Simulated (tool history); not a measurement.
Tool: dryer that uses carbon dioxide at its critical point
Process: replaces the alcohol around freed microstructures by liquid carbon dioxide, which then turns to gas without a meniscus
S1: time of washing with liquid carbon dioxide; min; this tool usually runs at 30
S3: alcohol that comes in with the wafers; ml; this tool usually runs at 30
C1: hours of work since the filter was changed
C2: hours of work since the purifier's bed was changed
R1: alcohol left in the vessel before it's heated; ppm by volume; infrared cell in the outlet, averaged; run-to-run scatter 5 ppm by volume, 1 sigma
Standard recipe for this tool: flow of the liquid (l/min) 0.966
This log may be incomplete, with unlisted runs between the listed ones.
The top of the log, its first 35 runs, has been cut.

At hour 1241.7: purifier's bed changed.
Run 36, hour 1270.9: usual settings but S1 40 min, flow of the liquid (l/min) 1.371, S3 71 ml; C1 156; C2 15. Result: R1 5 ppm by volume.
Run 37, hour 1310.7: usual settings but S1 22 min, flow of the liquid (l/min) 1.358; C1 176; C2 35. Result: R1 27 ppm by volume.
Run 38, hour 1345.7: usual settings but S1 42 min, flow of the liquid (l/min) 0.923, S3 57 ml; C1 194; C2 53. Result: R1 8 ppm by volume.
Run 39, hour 1391.9: usual settings but S1 42 min, flow of the liquid (l/min) 0.923, S3 57 ml; C1 218; C2 76. Result: R1 8 ppm by volume.
Run 40, hour 1418.1: usual settings but S1 20 min, flow of the liquid (l/min) 1.431, S3 57 ml; C1 231; C2 90. Result: R1 35 ppm by volume.
Run 41, hour 1449.9: usual settings but S1 20 min, flow of the liquid (l/min) 1.431, S3 57 ml; C1 247; C2 106. Result: R1 42 ppm by volume.
Run 42, hour 1475.8: usual settings but S1 42 min, flow of the liquid (l/min) 0.736; C1 260; C2 119. Result: R1 18 ppm by volume.
Run 43, hour 1511.6: usual settings but S3 50 ml; C1 278; C2 137. Result: R1 34 ppm by volume.
Run 44, hour 1534.8: usual settings but S1 22 min, flow of the liquid (l/min) 1.124, S3 110 ml; C1 290; C2 149. Result: R1 123 ppm by volume.
Run 45, hour 1563.8: usual settings but S1 47 min, flow of the liquid (l/min) 0.613; C1 305; C2 164. Result: R1 31 ppm by volume.
Run 46, hour 1610.2: usual settings but S1 47 min, flow of the liquid (l/min) 0.613; C1 329; C2 187. Result: R1 28 ppm by volume.

4 ways to go on from here, each from the tool as it stands after run 46. What would each give?
Run A, hour 1653.5: usual settings but S1 42 min, flow of the liquid (l/min) 0.613, S3 55 ml; C1 351; C2 209. Result: R1 ?.
Run B, hour 1653.5: usual settings but flow of the liquid (l/min) 1.056; C1 351; C2 209. Result: R1 ?.
Run C, hour 1653.5: usual settings but S1 23 min, flow of the liquid (l/min) 0.613; C1 351; C2 209. Result: R1 ?.
Run D, hour 1653.5: usual settings but S1 32 min, flow of the liquid (l/min) 0.771; C1 351; C2 209. Result: R1 ?.

run   R1
  A   51
  B   34
  C  315
  D   58
Without the tool's unlogged condition, the same runs would have read:
run   R1
  A   21
  B   10
  C  261
  D   30

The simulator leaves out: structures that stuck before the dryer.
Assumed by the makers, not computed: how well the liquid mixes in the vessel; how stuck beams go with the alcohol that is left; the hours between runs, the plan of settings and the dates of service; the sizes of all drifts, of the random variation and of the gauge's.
